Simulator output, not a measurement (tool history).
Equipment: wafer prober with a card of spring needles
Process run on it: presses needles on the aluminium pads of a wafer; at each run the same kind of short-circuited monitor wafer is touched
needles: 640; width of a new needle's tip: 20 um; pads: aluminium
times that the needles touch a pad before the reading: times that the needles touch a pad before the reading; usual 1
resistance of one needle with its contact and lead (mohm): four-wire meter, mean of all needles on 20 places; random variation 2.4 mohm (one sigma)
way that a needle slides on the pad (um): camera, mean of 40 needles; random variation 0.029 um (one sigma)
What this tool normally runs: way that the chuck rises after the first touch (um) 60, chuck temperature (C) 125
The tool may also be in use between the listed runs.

| run | hour | way that the chuck rises after the first touch (um) | chuck temperature (C) | times that the needles touch a pad before the reading | resistance of one needle with its contact and lead (mohm) | way that a needle slides on the pad (um) |
|---|---|---|---|---|---|---|
| 1 | 0 | 60 | 125 | 1 | 332 | 12.38 |
|  | 4 | tips cleaned on abrasive film |
|  | 14 | tips cleaned on abrasive film |
| 2 | 21.7 | 60 | 125 | 1 | 346 | 12.4 |
|  | 23.7 | tips cleaned on abrasive film |
|  | 33.7 | tips cleaned on abrasive film |
|  | 41.7 | tips cleaned on abrasive film |
| 3 | 42.1 | 59 | 125 | 1 | 286 | 12.13 |
|  | 50.1 | tips cleaned on abrasive film |
|  | 60.1 | tips cleaned on abrasive film |
|  | 70.1 | tips cleaned on abrasive film |
|  | 78.1 | tips cleaned on abrasive film |
|  | 88 | tips cleaned on abrasive film |
| 4 | 89.9 | 60 | 125 | 3 | 288 | 12.33 |
|  | 97.9 | tips cleaned on abrasive film |
|  | 107.8 | tips cleaned on abrasive film |
| 5 | 110 | 60 | 62 | 1 | 302 | 12.33 |
|  | 116 | tips cleaned on abrasive film |
|  | 126 | tips cleaned on abrasive film |
|  | 134 | tips cleaned on abrasive film |
|  | 143.9 | tips cleaned on abrasive film |
|  | 153.9 | tips cleaned on abrasive film |
| 6 | 156.7 | 60 | 62 | 1 | 297 | 12.2 |
|  | 162.7 | tips cleaned on abrasive film |
|  | 170.7 | tips cleaned on abrasive film |
|  | 180.7 | tips cleaned on abrasive film |
| 7 | 182.1 | 60 | 62 | 1 | 290 | 12.22 |
|  | 190.1 | tips cleaned on abrasive film |
|  | 200 | tips cleaned on abrasive film |
| 8 | 206.5 | 60 | 125 | 1 | 356 | 12.2 |
|  | 208.6 | tips cleaned on abrasive film |
|  | 216.6 | tips cleaned on abrasive film |
|  | 226.6 | tips cleaned on abrasive film |
|  | 236.5 | tips cleaned on abrasive film |
|  | 244.5 | tips cleaned on abrasive film |
| 9 | 247.1 | 60 | 125 | 1 | 321 | 12.14 |
|  | 249.3 | height of the first contact set anew |
|  | 253.4 | tips cleaned on abrasive film |
|  | 263.4 | tips cleaned on abrasive film |
|  | 273.3 | tips cleaned on abrasive film |
| 10 | 275.2 | 60 | 125 | 1 | 319 | 12.02 |
|  | 283.2 | tips cleaned on abrasive film |
|  | 293.2 | tips cleaned on abrasive film |
|  | 301.2 | tips cleaned on abrasive film |
|  | 311.1 | tips cleaned on abrasive film |
| 11 | 318.8 | 60 | 125 | 1 | 376 | 11.92 |
|  | 320.9 | tips cleaned on abrasive film |
|  | 328.9 | tips cleaned on abrasive film |
|  | 338.8 | tips cleaned on abrasive film |
|  | 346.8 | tips cleaned on abrasive film |
| 12 | 350.9 | 60 | 125 | 1 | 334 | 11.9 |
|  | 355 | tips cleaned on abrasive film |
|  | 364.9 | tips cleaned on abrasive film |
|  | 372.9 | tips cleaned on abrasive film |
|  | 382.9 | tips cleaned on abrasive film |
|  | 391 | tips cleaned on abrasive film |
| 13 | 391 | 60 | 125 | 1 | 284 | 11.94 |
|  | 399 | tips cleaned on abrasive film |
|  | 409 | tips cleaned on abrasive film |
|  | 418.9 | tips cleaned on abrasive film |
|  | 428.9 | tips cleaned on abrasive film |
| 14 | 436.4 | 76 | 121 | 1 | 335 | 15.17 |
|  | 438.5 | tips cleaned on abrasive film |
|  | 448.5 | tips cleaned on abrasive film |
|  | 458.4 | tips cleaned on abrasive film |
|  | 468.4 | tips cleaned on abrasive film |
| 15 | 468.9 | 71 | 121 | 2 | 282 | 14.04 |
|  | 476.9 | tips cleaned on abrasive film |
|  | 479.2 | height of the first contact set anew, once more |
|  | 487.2 | tips cleaned on abrasive film |
|  | 497.2 | tips cleaned on abrasive film |
| 16 | 499.2 | 59 | 121 | 2 | 299 | 12.23 |
|  | 505.2 | tips cleaned on abrasive film |
|  | 513.2 | tips cleaned on abrasive film |
|  | 523.2 | tips cleaned on abrasive film |
| 17 | 526.2 | 59 | 121 | 2 | 309 | 12.19 |
|  | 532.2 | tips cleaned on abrasive film |
|  | 540.2 | tips cleaned on abrasive film |
|  | 550.2 | tips cleaned on abrasive film |
| 18 | 550.5 | 64 | 67 | 3 | 266 | 13.16 |
|  | 558.5 | tips cleaned on abrasive film |
|  | 566.5 | tips cleaned on abrasive film |
|  | 576.4 | tips cleaned on abrasive film |
| 19 | 583.4 | 64 | 67 | 3 | 287 | 13.16 |
|  | 585.4 | tips cleaned on abrasive film |
|  | 593.4 | tips cleaned on abrasive film |
|  | 603.4 | tips cleaned on abrasive film |
| 20 | 608 | 64 | 67 | 3 | 281 | 13.12 |
|  | 612 | tips cleaned on abrasive film |
|  | 622 | tips cleaned on abrasive film |
|  | 631.9 | tips cleaned on abrasive film |
| 21 | 633.1 | 63 | 67 | 2 | 281 | 12.85 |
|  | 641 | tips cleaned on abrasive film |
|  | 649 | tips cleaned on abrasive film |
|  | 659 | tips cleaned on abrasive film |
|  | 667 | tips cleaned on abrasive film |
|  | 677 | tips cleaned on abrasive film |
| 22 | 678.3 | 70 | 70 | 3 | 264 | 14.29 |
|  | 686.3 | tips cleaned on abrasive film |
|  | 694.3 | tips cleaned on abrasive film |
|  | 703.7 | tips cleaned on abrasive film |
| 23 | 703.7 | 70 | 70 | 3 | 260 | 14.26 |
|  | 711.7 | tips cleaned on abrasive film |
|  | 721.7 | tips cleaned on abrasive film |
| 24 | 726.8 | 46 | 112 | 1 | 399 | 9.28 |
|  | 730.8 | tips cleaned on abrasive film |
|  | 740.8 | tips cleaned on abrasive film |
|  | 750.8 | tips cleaned on abrasive film |
|  | 760.8 | tips cleaned on abrasive film |
|  | 769.6 | tips cleaned on abrasive film |
| 25 | 769.6 | 53 | 78 | 1 | 282 | 10.67 |
|  | 777.6 | tips cleaned on abrasive film |
|  | 787.6 | tips cleaned on abrasive film |
|  | 791.8 | height of the first contact set anew |
|  | 797.9 | tips cleaned on abrasive film |
| 26 | 804 | 51 | 99 | 1 | 387 | 10.58 |

Pick out some run-to-run changes in resistance of one needle with its contact and lead (mohm). Of each, how much would a tool without hidden state show as well, from the settings, what came in and chance, and how much is left for the hidden state and any gauge scatter not in both results compared?
The tool's hidden condition here consists of: debris on the tips, nm; way that the needles fall short of the set height, um; tips' diameter, um; drift of the gauge itself on contact_mohm, %; drift of the gauge itself on scrub_um, %.
Run 23 -> 24: way that the chuck rises after the first touch (um) 70 -> 46, chuck temperature (C) 70 -> 112, times that the needles touch a pad before the reading 3 -> 1, tips cleaned on abrasive film, tips cleaned on abrasive film. resistance of one needle with its contact and lead (mohm) +139: hidden state +113, all else +26.
Run 24 -> 25: way that the chuck rises after the first touch (um) 46 -> 53, chuck temperature (C) 112 -> 78, tips cleaned on abrasive film, tips cleaned on abrasive film, tips cleaned on abrasive film, tips cleaned on abrasive film, tips cleaned on abrasive film. resistance of one needle with its contact and lead (mohm) -117: hidden state -98, all else -19.
